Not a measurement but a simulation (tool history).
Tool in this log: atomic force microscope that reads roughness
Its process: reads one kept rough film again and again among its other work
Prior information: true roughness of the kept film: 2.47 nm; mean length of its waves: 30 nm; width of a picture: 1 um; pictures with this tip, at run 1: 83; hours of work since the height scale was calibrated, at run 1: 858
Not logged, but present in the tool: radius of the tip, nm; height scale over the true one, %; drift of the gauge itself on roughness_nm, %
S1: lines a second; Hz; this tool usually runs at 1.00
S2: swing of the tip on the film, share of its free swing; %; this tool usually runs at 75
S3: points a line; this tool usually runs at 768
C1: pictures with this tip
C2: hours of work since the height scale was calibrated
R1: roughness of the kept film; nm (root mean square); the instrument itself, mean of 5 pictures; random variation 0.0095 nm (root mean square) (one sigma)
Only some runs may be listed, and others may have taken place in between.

{"run": 1, "hour": 0.0, "S1": 1.0, "S2": 75, "S3": 768, "C1": 83, "C2": 858, "R1": 2.112}
{"run": 2, "hour": 44.2, "S1": 1.0, "S2": 75, "S3": 768, "C1": 172, "C2": 885, "R1": 2.064}
{"run": 3, "hour": 83.8, "S1": 2.71, "S2": 75, "S3": 768, "C1": 252, "C2": 909, "R1": 1.842}
{"hour": 100.1, "done": "new tip fitted"}
{"run": 4, "hour": 103.1, "S1": 2.71, "S2": 75, "S3": 768, "C1": 6, "C2": 920, "R1": 1.977}
{"run": 5, "hour": 135.1, "S1": 2.71, "S2": 75, "S3": 768, "C1": 71, "C2": 939, "R1": 1.93}
{"run": 6, "hour": 159.1, "S1": 2.71, "S2": 75, "S3": 768, "C1": 119, "C2": 953, "R1": 1.9}
{"hour": 162.1, "done": "height scale calibrated on a step standard"}
{"run": 7, "hour": 193.4, "S1": 2.71, "S2": 75, "S3": 768, "C1": 186, "C2": 19, "R1": 1.904}
{"run": 8, "hour": 216.0, "S1": 0.63, "S2": 64, "S3": 1016, "C1": 231, "C2": 32, "R1": 2.126}
{"hour": 240.9, "done": "new tip fitted"}
{"hour": 246.2, "done": "height scale calibrated on a step standard, once more"}
{"run": 9, "hour": 249.1, "S1": 1.0, "S2": 78, "S3": 443, "C1": 14, "C2": 2, "R1": 2.114}
{"run": 10, "hour": 291.3, "S1": 1.0, "S2": 78, "S3": 443, "C1": 99, "C2": 27, "R1": 2.058}
{"run": 11, "hour": 325.2, "S1": 2.44, "S2": 89, "S3": 983, "C1": 167, "C2": 47, "R1": 1.688}
{"run": 12, "hour": 349.2, "S1": 2.44, "S2": 89, "S3": 351, "C1": 215, "C2": 62, "R1": 1.646}
{"hour": 383.5, "done": "new tip fitted"}
{"run": 13, "hour": 394.9, "S1": 0.63, "S2": 89, "S3": 938, "C1": 23, "C2": 89, "R1": 2.108}
{"run": 14, "hour": 427.4, "S1": 0.67, "S2": 70, "S3": 326, "C1": 89, "C2": 109, "R1": 2.133}

Branching from run 14: 5 alternative next runs. What would each branch give?
{"run": "A", "hour": 464.6, "S1": 3.65, "S2": 89, "S3": 331, "C1": 164, "C2": 131, "R1": "?"}
{"run": "B", "hour": 464.6, "S1": 1.0, "S2": 75, "S3": 525, "C1": 164, "C2": 131, "R1": "?"}
{"run": "C", "hour": 464.6, "S1": 1.0, "S2": 75, "S3": 409, "C1": 164, "C2": 131, "R1": "?"}
{"run": "D", "hour": 464.6, "S1": 0.67, "S2": 70, "S3": 370, "C1": 164, "C2": 131, "R1": "?"}
{"run": "E", "hour": 464.6, "S1": 0.67, "S2": 59, "S3": 636, "C1": 164, "C2": 131, "R1": "?"}

run=A R1=1.515
run=B R1=2.060
run=C R1=2.072
run=D R1=2.119
run=E R1=2.176
With no hidden state in the tool, these same runs would have given:
run=A R1=1.584
run=B R1=2.154
run=C R1=2.166
run=D R1=2.215
run=E R1=2.274
